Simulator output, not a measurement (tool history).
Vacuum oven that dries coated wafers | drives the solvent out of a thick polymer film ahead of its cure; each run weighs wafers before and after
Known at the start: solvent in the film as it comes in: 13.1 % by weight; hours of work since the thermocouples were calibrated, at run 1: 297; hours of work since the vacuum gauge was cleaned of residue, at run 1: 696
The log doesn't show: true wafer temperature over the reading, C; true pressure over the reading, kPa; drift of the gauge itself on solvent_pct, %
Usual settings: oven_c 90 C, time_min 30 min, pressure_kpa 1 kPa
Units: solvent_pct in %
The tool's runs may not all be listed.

| run | hour | oven_c | time_min | pressure_kpa | hours of work since the thermocouples were calibrated | hours of work since the vacuum gauge was cleaned of residue | solvent_pct |
|---|---|---|---|---|---|---|---|
| 1 | 0 | 90 | 30 | 1 | 297 | 696 | 2.58 |
| 2 | 22.5 | 90 | 30 | 1 | 309 | 707 | 2.56 |
| 3 | 63 | 90 | 28 | 1 | 330 | 728 | 2.8 |
| 4 | 87.6 | 90 | 53 | 1 | 342 | 740 | 1.26 |
| 5 | 109.2 | 90 | 53 | 1 | 353 | 752 | 1.23 |
| 6 | 145 | 90 | 53 | 1.32 | 372 | 770 | 1.39 |

The next listed run, before its measurement:
| 7 | 177 | 90 | 32 | 1.32 | 388 | 786 | ? |

{"run 7": {"solvent_pct": 2.54}}
Without the tool's hidden state the same run would have given solvent_pct 2.45 %.

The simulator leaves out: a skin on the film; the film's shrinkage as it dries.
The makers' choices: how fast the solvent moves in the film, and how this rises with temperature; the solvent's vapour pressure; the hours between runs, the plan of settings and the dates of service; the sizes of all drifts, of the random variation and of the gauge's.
